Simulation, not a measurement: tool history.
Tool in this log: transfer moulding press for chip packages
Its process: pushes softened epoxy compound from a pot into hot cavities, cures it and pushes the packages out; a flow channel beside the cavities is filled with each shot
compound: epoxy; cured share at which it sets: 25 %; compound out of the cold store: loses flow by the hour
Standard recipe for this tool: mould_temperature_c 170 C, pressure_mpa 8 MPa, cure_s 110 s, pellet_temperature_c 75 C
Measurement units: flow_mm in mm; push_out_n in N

run   hour  mould_temperature_c  pressure_mpa  cure_s  pellet_temperature_c  incoming compound's hours out of the cold store  flow_mm  push_out_n
  1      0                  170             8     110                    75                                             32.1      644         620
  2   20.2                  170             8     110                    75                                             42.7      625         596
  3   41.3                  170             8     110                    75                                             31.6      648         625
  4   64.6                  170             8     110                    75                                             19.1      679         634
      78.4  -- mould's thermocouples calibrated
  5   90.3                  170             8     110                    72                                             30.4      649         614
  6  105.3                  170             8     110                    72                                             12.7      691         655
     112.1  -- cavities cleaned with cleaning compound and waxed
  7  117.9                  170             8     110                    75                                             36.2      633         622
  8  131.7                  170             8     110                    75                                             22.4      659         621
  9  154.6                  170             8     110                    75                                             26.7      655         611
 10  173.3                  170             8     110                    75                                             14.6      689         636
 11  195.8                  170             8      99                    75                                             47.4      614         771
 12  207.4                  170             8      99                    75                                               40      632         754
     222.9  -- cavities cleaned with cleaning compound and waxed
 13  228.1                  170             8      99                    75                                             14.9      687         795
 14  241.2                  170             8      99                    75                                             41.5      629         737
 15  265.3                  170          8.44     130                    75                                             11.2      714         468
     283.8  -- plunger's sealing rings changed
 16    294                  170          8.44     130                    75                                             37.5      654         457
 17    314                  170          8.81     110                    84                                             45.2      643         565
     335.6  -- cavities cleaned with cleaning compound and waxed
 18  335.6                  170          8.81     110                    84                                               20      707         607
 19  359.6                  175          6.91     134                    77                                             47.2      561         395
 20  384.3                  165             8     110                    75                                             30.8      672         919
 21  411.2                  174             8      99                    77                                             14.3      682         611
 22  434.4                  173          7.47     109                    66                                             41.9      599         528
     446.8  -- cavities cleaned with cleaning compound and waxed
 23  447.5                  170          6.91     110                    75                                               21      624         631
 24  474.8                  165          6.49     110                    75                                             39.2      585         883
 25  497.5                  169          6.07      97                    71                                             40.9      551         879
 26  517.3                  168          6.07     124                    70                                             47.9      541         556
 27  542.5                  170             8     143                    69                                               45      619         424
     558.6  -- cavities cleaned with cleaning compound and waxed
 28    559                  176          7.16     115                    75                                             44.4      576         415

Each row is a separate what-if for the run after 28, all from the same tool condition, not one after another. Results?
  A  583.3                  170           6.6     121                    82                                             38.3        ?           ?
  B  583.3                  164          9.81     110                    78                                             45.6        ?           ?
  C  583.3                  176          6.23     124                    75                                               25        ?           ?
  D  583.3                  176          6.97      92                    75                                             29.2        ?           ?

run  flow_mm  push_out_n
  A      573         507
  B      705         948
  C      561         405
  D      595         609
With the hidden condition removed and each run's random variation left untouched, the same runs would have given:
run  flow_mm  push_out_n
  A      574         503
  B      706         942
  C      561         402
  D      596         606
